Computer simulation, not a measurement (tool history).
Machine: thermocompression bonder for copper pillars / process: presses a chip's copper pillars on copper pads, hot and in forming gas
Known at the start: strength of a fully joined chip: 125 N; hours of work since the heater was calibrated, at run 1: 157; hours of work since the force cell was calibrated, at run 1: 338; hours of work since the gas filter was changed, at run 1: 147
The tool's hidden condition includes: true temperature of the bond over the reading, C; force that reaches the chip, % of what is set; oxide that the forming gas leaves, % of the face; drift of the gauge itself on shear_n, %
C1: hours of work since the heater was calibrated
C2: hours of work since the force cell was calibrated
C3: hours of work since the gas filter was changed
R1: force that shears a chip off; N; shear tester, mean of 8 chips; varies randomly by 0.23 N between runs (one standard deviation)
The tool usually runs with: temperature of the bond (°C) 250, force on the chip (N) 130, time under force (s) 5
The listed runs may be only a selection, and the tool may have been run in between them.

Run 1, hour 0.0: usual settings; C1 157; C2 338; C3 147. Result: R1 44.4 N.
Run 2, hour 6.9: usual settings; C1 163; C2 344; C3 152. Result: R1 43.8 N.
Run 3, hour 13.1: usual settings; C1 168; C2 348; C3 157. Result: R1 44.3 N.
Run 4, hour 18.3: usual settings; C1 172; C2 352; C3 161. Result: R1 44.1 N.
Run 5, hour 27.9: usual settings; C1 179; C2 360; C3 169. Result: R1 44.5 N.
Run 6, hour 32.5: usual settings; C1 183; C2 363; C3 172. Result: R1 44.4 N.
Run 7, hour 40.7: usual settings but temperature of the bond (°C) 230; C1 189; C2 370; C3 179. Result: R1 34.9 N.
Run 8, hour 46.7: usual settings but temperature of the bond (°C) 230; C1 194; C2 374; C3 183. Result: R1 35.1 N.
Run 9, hour 54.2: usual settings but force on the chip (N) 85; C1 199; C2 380; C3 189. Result: R1 28.4 N.
Run 10, hour 63.6: usual settings but force on the chip (N) 85; C1 207; C2 387; C3 196. Result: R1 28.3 N.
Run 11, hour 69.3: usual settings but force on the chip (N) 85; C1 211; C2 392; C3 201. Result: R1 28.2 N.
Run 12, hour 78.8: usual settings but force on the chip (N) 85; C1 218; C2 399; C3 208. Result: R1 28.2 N.
Run 13, hour 86.3: usual settings but force on the chip (N) 85; C1 224; C2 405; C3 214. Result: R1 28.4 N.
Run 14, hour 94.8: usual settings but temperature of the bond (°C) 248, force on the chip (N) 140, time under force (s) 3; C1 231; C2 411; C3 220. Result: R1 37.5 N.

Per-run results on a tool with no hidden state, each run keeping its own random variation:
run    R1
  1  44.5
  2  43.9
  3  44.5
  4  44.3
  5  44.8
  6  44.7
  7  35.1
  8  35.4
  9  28.6
 10  28.5
 11  28.5
 12  28.4
 13  28.7
 14  37.9

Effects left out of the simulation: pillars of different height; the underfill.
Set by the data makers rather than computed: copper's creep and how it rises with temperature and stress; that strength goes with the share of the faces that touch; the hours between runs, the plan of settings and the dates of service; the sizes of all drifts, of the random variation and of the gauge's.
